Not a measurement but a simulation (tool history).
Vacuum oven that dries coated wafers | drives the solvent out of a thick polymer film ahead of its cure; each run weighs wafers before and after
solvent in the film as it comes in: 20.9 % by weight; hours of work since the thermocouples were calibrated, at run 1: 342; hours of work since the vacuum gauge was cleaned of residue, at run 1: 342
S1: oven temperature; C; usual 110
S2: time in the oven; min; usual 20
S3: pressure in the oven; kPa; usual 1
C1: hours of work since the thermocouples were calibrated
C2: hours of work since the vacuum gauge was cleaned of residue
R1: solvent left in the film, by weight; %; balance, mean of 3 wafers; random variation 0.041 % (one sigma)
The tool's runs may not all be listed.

| run | hour | S1 | S2 | S3 | C1 | C2 | R1 |
|---|---|---|---|---|---|---|---|
| 1 | 0 | 110 | 20 | 1 | 342 | 342 | 4.62 |
| 2 | 19.7 | 110 | 22 | 1 | 350 | 350 | 4.03 |
| 3 | 34.1 | 110 | 22 | 1 | 356 | 356 | 4.17 |
| 4 | 54.7 | 110 | 23 | 1 | 364 | 364 | 3.97 |
| 5 | 73.1 | 110 | 12 | 1 | 372 | 372 | 7.79 |
| 6 | 89.1 | 110 | 12 | 1 | 379 | 379 | 7.72 |
| 7 | 101 | 110 | 12 | 1 | 384 | 384 | 7.7 |
| 8 | 124.8 | 110 | 12 | 1 | 393 | 393 | 7.76 |
| 9 | 149.9 | 110 | 12 | 1 | 404 | 404 | 7.73 |
| 10 | 174.6 | 110 | 20 | 1 | 414 | 414 | 4.68 |
| 11 | 190.6 | 110 | 20 | 1 | 421 | 421 | 4.66 |
| 12 | 213.6 | 110 | 20 | 0.72 | 430 | 430 | 4.66 |
| 13 | 224.3 | 110 | 20 | 0.72 | 434 | 434 | 4.61 |
| 14 | 234.8 | 113 | 20 | 1 | 439 | 439 | 3.54 |
| 15 | 252.7 | 113 | 20 | 1 | 446 | 446 | 3.57 |
| 16 | 263.8 | 113 | 20 | 1.75 | 451 | 451 | 3.87 |
| 17 | 284.4 | 110 | 20 | 2.62 | 459 | 459 | 5.39 |
| 18 | 309.3 | 110 | 21 | 2.19 | 470 | 470 | 4.96 |
| 19 | 319.6 | 101 | 13 | 0.94 | 474 | 474 | 11.06 |
| 20 | 341.1 | 110 | 20 | 2.18 | 483 | 483 | 5.22 |
| 21 | 360.4 | 110 | 12 | 2.18 | 491 | 491 | 8.07 |
| 22 | 376.5 | 120 | 13 | 2.18 | 497 | 497 | 3.63 |
| 23 | 387.1 | 110 | 13 | 1.27 | 502 | 502 | 7.44 |
| 24 | 408.8 | 110 | 13 | 1.27 | 511 | 511 | 7.37 |
| 25 | 421.3 | 96 | 13 | 3.03 | 516 | 516 | 13.27 |
| 26 | 435.4 | 96 | 13 | 3.03 | 522 | 522 | 13.39 |
| 27 | 451 | 96 | 13 | 0.74 | 528 | 528 | 12.53 |
| 28 | 461.4 | 113 | 20 | 2.32 | 532 | 532 | 4.03 |
| 29 | 482.2 | 110 | 21 | 3.29 | 541 | 541 | 5.49 |
| 30 | 498 | 98 | 20 | 2.14 | 547 | 547 | 10.32 |

Some steps in R1 between neighbouring runs. How much of each would the tool show without its hidden state too (settings, what came in, random variation), and how much is left for the hidden state, with any gauge scatter that isn't in both results?
The hidden state here: true wafer temperature over the reading, C; true pressure over the reading, kPa; drift of the gauge itself on solvent_pct, %.
Run 18 -> 19: S1 110 -> 101, S2 21 -> 13, S3 2.19 -> 0.94. R1 +6.1 %: hidden state -0.02, all else +6.12.
Run 19 -> 20: S1 101 -> 110, S2 13 -> 20, S3 0.94 -> 2.18. R1 -5.84 %: hidden state +0.03, all else -5.87.
Run 21 -> 22: S1 110 -> 120, S2 12 -> 13. R1 -4.44 %: hidden state -0.03, all else -4.41.
Run 22 -> 23: S1 120 -> 110, S3 2.18 -> 1.27. R1 +3.81 %: hidden state +0.03, all else +3.78.
Run 24 -> 25: S1 110 -> 96, S3 1.27 -> 3.03. R1 +5.9 %: hidden state -0.03, all else +5.93.
Run 27 -> 28: S1 96 -> 113, S2 13 -> 20, S3 0.74 -> 2.32. R1 -8.5 %: hidden state +0.02, all else -8.52.
